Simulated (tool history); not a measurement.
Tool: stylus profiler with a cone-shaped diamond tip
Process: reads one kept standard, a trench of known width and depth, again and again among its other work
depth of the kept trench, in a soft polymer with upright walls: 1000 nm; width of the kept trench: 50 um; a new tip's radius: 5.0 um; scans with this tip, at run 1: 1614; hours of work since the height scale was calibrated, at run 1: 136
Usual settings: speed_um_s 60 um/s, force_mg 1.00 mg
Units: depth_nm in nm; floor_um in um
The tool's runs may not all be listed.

| run | day | speed_um_s | force_mg | scans with this tip | hours of work since the height scale was calibrated | depth_nm | floor_um |
|---|---|---|---|---|---|---|---|
| 1 | 0.000 | 60 | 1.00 | 1614 | 136 | 1003.07 | 43.51 |
| 2 | 0.783 | 60 | 1.00 | 1708 | 144 | 1003.45 | 43.47 |
| 3 | 2.242 | 60 | 0.66 | 1883 | 159 | 1002.65 | 43.32 |
| 4 | 3.758 | 195 | 1.00 | 2065 | 175 | 1003.45 | 42.22 |
| 5 | 5.171 | 116 | 1.00 | 2235 | 189 | 1003.37 | 43.01 |
| 6 | 6.446 | 116 | 1.00 | 2388 | 202 | 1003.26 | 42.94 |
| 7 | 7.350 | 60 | 1.00 | 2497 | 211 | 1003.31 | 43.49 |
| 8 | 8.071 | 60 | 1.00 | 2584 | 218 | 1003.37 | 43.50 |
| 9 | 8.983 | 60 | 1.00 | 2693 | 228 | 1003.41 | 43.41 |
| 10 | 10.404 | 60 | 1.00 | 2864 | 242 | 1003.07 | 43.46 |
| 11 | 11.779 | 43 | 1.00 | 3029 | 256 | 1003.32 | 43.65 |
| 12 | 13.033 | 60 | 1.00 | 3180 | 269 | 1003.45 | 43.46 |
| 13 | 13.767 | 60 | 1.00 | 3268 | 276 | 1003.42 | 43.40 |
| 14 | 14.533 | 42 | 1.00 | 3360 | 284 | 1003.23 | 43.61 |
| 15 | 15.888 | 22 | 1.00 | 3523 | 298 | 1002.95 | 43.81 |
| 16 | 16.850 | 22 | 1.00 | 3639 | 308 | 1003.62 | 43.82 |
| 17 | 18.283 | 60 | 0.81 | 3811 | 322 | 1002.85 | 43.39 |
| 18 | 19.850 | 60 | 0.57 | 3999 | 338 | 1002.08 | 43.29 |
| 19 | 21.133 | 122 | 1.00 | 4154 | 351 | 1003.38 | 42.85 |
| 20 | 22.033 | 122 | 1.00 | 4262 | 360 | 1003.45 | 42.87 |
| 21 | 22.979 | 122 | 1.00 | 4376 | 370 | 1003.24 | 42.89 |
| 22 | 23.838 | 60 | 0.63 | 4479 | 379 | 1002.08 | 43.36 |
| 23 | 25.121 | 60 | 0.63 | 4633 | 392 | 1002.43 | 43.26 |
| 24 | 26.654 | 60 | 0.63 | 4817 | 407 | 1002.50 | 43.29 |
| 25 | 27.396 | 19 | 2.64 | 4906 | 415 | 1006.19 | 43.88 |
| 26 | 28.321 | 40 | 2.81 | 5017 | 424 | 1006.82 | 43.77 |
| 27 | 29.188 | 122 | 0.58 | 5122 | 433 | 1002.21 | 42.57 |
| 28 | 30.267 | 122 | 0.58 | 5251 | 444 | 1002.32 | 42.56 |
| 29 | 31.096 | 115 | 1.00 | 5351 | 452 | 1003.40 | 42.95 |
| 30 | 32.646 | 23 | 0.97 | 5537 | 468 | 1003.92 | 43.79 |

The next listed run, before its measurement:
| 31 | 33.638 | 21 | 0.58 | 5657 | 478 | ? | ? |

{"run 31": {"depth_nm": 1002.39, "floor_um": 43.73}}
Without the tool's hidden state the same run would have given depth_nm 1002.38 nm, floor_um 43.73 um.
